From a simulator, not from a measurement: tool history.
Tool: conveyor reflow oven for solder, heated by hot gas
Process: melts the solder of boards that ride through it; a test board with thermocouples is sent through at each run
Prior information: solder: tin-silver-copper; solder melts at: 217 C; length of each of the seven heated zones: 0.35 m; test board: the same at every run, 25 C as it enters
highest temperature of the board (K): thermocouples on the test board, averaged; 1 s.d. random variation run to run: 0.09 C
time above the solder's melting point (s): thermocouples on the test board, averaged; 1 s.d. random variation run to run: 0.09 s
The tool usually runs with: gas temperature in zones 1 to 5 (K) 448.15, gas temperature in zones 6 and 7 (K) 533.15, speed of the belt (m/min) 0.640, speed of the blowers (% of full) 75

run,hour,gas temperature in zones 1 to 5 (K),gas temperature in zones 6 and 7 (K),speed of the belt (m/min),speed of the blowers (% of full),highest temperature of the board (K),time above the solder's melting point (s)
1,0.0,448.15,533.15,0.640,75,518.83,45.50
2,8.7,448.15,533.15,0.640,75,518.86,45.40
3,13.0,460.15,533.15,0.640,75,521.03,51.12
4,22.0,460.15,548.15,0.640,75,533.79,57.97
5,30.7,460.15,548.15,0.640,75,533.71,58.03
6,35.5,460.15,548.15,0.640,75,533.81,58.04
7,43.6,441.15,548.15,0.640,75,530.50,50.31
8,51.4,441.15,548.15,0.640,75,530.39,50.58
9,60.2,448.15,533.15,0.640,75,518.54,45.32
10,64.4,448.15,533.15,0.640,88,520.65,47.20
11,72.2,462.15,527.15,0.555,67,517.73,58.66
12,81.0,462.15,534.15,0.555,88,526.27,65.08
13,89.0,462.15,534.15,0.555,88,526.35,65.20
14,98.8,453.15,523.15,0.695,75,508.74,34.43
15,108.3,448.15,533.15,0.617,73,519.18,47.48
16,117.2,453.15,544.15,0.579,73,531.41,60.92

Run 17, settings as shown, results not yet in. Your forecast:
17,125.3,450.15,547.15,0.640,75,?,?

highest temperature of the board (K): 530.98
time above the solder's melting point (s): 53.31
Without the tool's hidden state the same run would have given highest temperature of the board (K) 531.58, time above the solder's melting point (s) 53.43.
